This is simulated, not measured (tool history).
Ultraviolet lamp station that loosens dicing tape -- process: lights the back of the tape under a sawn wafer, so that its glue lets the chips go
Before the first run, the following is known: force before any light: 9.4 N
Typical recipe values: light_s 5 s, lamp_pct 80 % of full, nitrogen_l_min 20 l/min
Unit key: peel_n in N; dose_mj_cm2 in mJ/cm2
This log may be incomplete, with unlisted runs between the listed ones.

run	hour	light_s	lamp_pct	nitrogen_l_min	peel_n	dose_mj_cm2
1	0.0	5	80	20	0.698	494
2	20.5	5	80	20	0.691	485
3	36.7	5	80	17	0.810	480
4	49.7	5	80	17	0.808	484
5	63.8	5	80	20	0.725	486
6	82.6	5	80	20	0.764	476
7	113.1	5	80	20	0.779	477
8	132.2	7	80	20	0.393	660
9	160.4	7	80	20	0.403	650
10	176.3	7	80	20	0.406	650
11	191.7	7	80	20	0.430	641
12	214.0	7	80	20	0.431	632
13	243.1	7	96	20	0.332	762
14	270.9	5	91	20	0.638	514
15	302.1	3	96	13	1.919	322
16	328.1	4	87	10	1.719	383
17	352.6	5	93	20	0.641	513
18	369.5	5	83	8	1.520	452
19	396.4	5	83	8	1.556	448
20	419.8	4	63	20	1.991	273
21	451.2	2	85	20	3.266	181
22	470.8	2	100	13	3.282	211
23	498.6	2	62	13	4.657	134
# hour 510.6: window cleaned of glue's vapour
24	523.1	8	76	20	0.379	716
25	548.8	5	80	35	0.579	470
26	579.9	5	80	35	0.554	461
27	601.5	5	80	35	0.566	460

How would selected steps in peel_n from run to run divide? Give the signed amount a tool lacking its hidden state would still show from settings, what came in and random variation, and the signed amount left for the hidden state, including any gauge scatter that is not in both of the compared results.
What the log doesn't record here: lamp's light, % of a new lamp's; light that the window lets through, % of a clean one's; drift of the gauge itself on peel_n, %; drift of the gauge itself on dose_mj_cm2, %.
Run 14 -> 15: light_s 5 -> 3, lamp_pct 91 -> 96, nitrogen_l_min 20 -> 13. peel_n +1.281 N: hidden state +0.349, all else +0.932.
Run 22 -> 23: lamp_pct 100 -> 62. peel_n +1.375 N: hidden state -0.017, all else +1.392.
Run 23 -> 24: light_s 2 -> 8, lamp_pct 62 -> 76, nitrogen_l_min 13 -> 20, window cleaned of glue's vapour. peel_n -4.278 N: hidden state -0.785, all else -3.493.
